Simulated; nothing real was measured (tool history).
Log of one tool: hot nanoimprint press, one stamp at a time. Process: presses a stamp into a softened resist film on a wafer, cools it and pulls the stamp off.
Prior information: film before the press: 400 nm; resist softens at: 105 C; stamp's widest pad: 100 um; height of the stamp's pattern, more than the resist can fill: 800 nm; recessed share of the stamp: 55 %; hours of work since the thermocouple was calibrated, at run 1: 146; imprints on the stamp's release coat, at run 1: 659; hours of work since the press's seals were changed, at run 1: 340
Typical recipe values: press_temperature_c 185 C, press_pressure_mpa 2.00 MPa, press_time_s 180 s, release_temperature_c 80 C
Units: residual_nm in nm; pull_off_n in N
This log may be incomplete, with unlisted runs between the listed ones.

| run | hour | press_temperature_c | press_pressure_mpa | press_time_s | release_temperature_c | hours of work since the thermocouple was calibrated | imprints on the stamp's release coat | hours of work since the press's seals were changed | residual_nm | pull_off_n |
|---|---|---|---|---|---|---|---|---|---|---|
| 1 | 0.0 | 185 | 2.00 | 180 | 80 | 146 | 659 | 340 | 206.8 | 221 |
| 2 | 28.7 | 185 | 2.00 | 180 | 80 | 166 | 749 | 360 | 206.2 | 219 |
| 3 | 49.5 | 185 | 2.00 | 180 | 80 | 180 | 815 | 375 | 207.5 | 217 |
| 4 | 73.1 | 185 | 2.00 | 180 | 80 | 197 | 889 | 391 | 209.2 | 224 |
| 5 | 94.6 | 185 | 2.00 | 108 | 80 | 211 | 956 | 406 | 246.3 | 213 |
| 6 | 108.7 | 186 | 2.00 | 180 | 80 | 221 | 1000 | 416 | 202.7 | 222 |
| 7 | 128.5 | 195 | 2.00 | 180 | 80 | 235 | 1062 | 430 | 164.5 | 230 |
| 8 | 142.3 | 185 | 2.00 | 180 | 80 | 244 | 1105 | 439 | 209.4 | 224 |
| 9 | 168.2 | 185 | 2.00 | 180 | 80 | 262 | 1186 | 457 | 207.7 | 225 |
| 10 | 197.6 | 185 | 2.00 | 180 | 80 | 283 | 1279 | 477 | 208.6 | 221 |
|  | 230.1 | stamp cleaned and given a new release coat |
| 11 | 230.4 | 185 | 2.00 | 180 | 80 | 301 | 1 | 496 | 208.7 | 221 |
| 12 | 255.0 | 185 | 2.00 | 180 | 80 | 318 | 78 | 513 | 208.5 | 223 |
| 13 | 272.3 | 185 | 2.00 | 180 | 80 | 330 | 132 | 525 | 208.7 | 219 |
| 14 | 293.1 | 185 | 2.00 | 180 | 80 | 345 | 197 | 539 | 209.8 | 210 |
| 15 | 306.4 | 185 | 2.00 | 180 | 80 | 354 | 239 | 549 | 207.0 | 222 |
| 16 | 323.2 | 185 | 2.00 | 180 | 76 | 366 | 291 | 560 | 207.9 | 244 |
|  | 328.2 | plate thermocouple calibrated |
| 17 | 354.7 | 185 | 2.00 | 180 | 76 | 18 | 381 | 580 | 209.1 | 236 |
| 18 | 379.9 | 185 | 2.00 | 180 | 84 | 36 | 460 | 598 | 207.9 | 206 |
| 19 | 410.0 | 195 | 3.18 | 180 | 70 | 57 | 554 | 618 | 134.3 | 258 |
| 20 | 425.9 | 195 | 3.18 | 180 | 70 | 68 | 604 | 629 | 135.2 | 252 |
| 21 | 445.5 | 184 | 2.00 | 180 | 68 | 81 | 665 | 643 | 212.4 | 269 |
| 22 | 472.7 | 196 | 2.00 | 98 | 80 | 100 | 751 | 662 | 205.4 | 218 |
| 23 | 498.4 | 196 | 3.15 | 98 | 74 | 118 | 831 | 680 | 172.7 | 250 |
| 24 | 519.5 | 196 | 3.15 | 98 | 74 | 133 | 898 | 694 | 171.6 | 244 |
| 25 | 547.1 | 185 | 1.76 | 180 | 80 | 152 | 984 | 713 | 218.5 | 220 |
| 26 | 576.2 | 185 | 1.76 | 90 | 80 | 172 | 1075 | 734 | 271.1 | 230 |
| 27 | 597.3 | 183 | 2.05 | 130 | 76 | 187 | 1141 | 748 | 242.8 | 240 |
| 28 | 626.0 | 186 | 2.00 | 180 | 80 | 206 | 1231 | 768 | 203.0 | 213 |
| 29 | 653.0 | 186 | 2.00 | 180 | 80 | 225 | 1316 | 787 | 204.2 | 218 |
|  | 672.8 | stamp cleaned and given a new release coat |
| 30 | 678.0 | 186 | 2.00 | 180 | 80 | 238 | 16 | 800 | 204.3 | 217 |

Hidden condition of the tool, last listed run before each entry between runs versus first listed run after:
Run 10 -> run 11: stamp cleaned and given a new release coat (hour 230.1)
  true temperature over the reading, C: -0.03 -> -0.04; pressure that arrives at the usual setting, %: 99.81 -> 99.8; grip of the stamp's worn release coat, % over a new coat's: 1.6 -> 0
Run 16 -> run 17: plate thermocouple calibrated (hour 328.2)
  true temperature over the reading, C: -0.04 -> -0.01; pressure that arrives at the usual setting, %: 99.78 -> 99.77; grip of the stamp's worn release coat, % over a new coat's: 0.4 -> 0.5
Run 29 -> run 30: stamp cleaned and given a new release coat (hour 672.8)
  true temperature over the reading, C: -0.03 -> -0.04; grip of the stamp's worn release coat, % over a new coat's: 1.7 -> 0
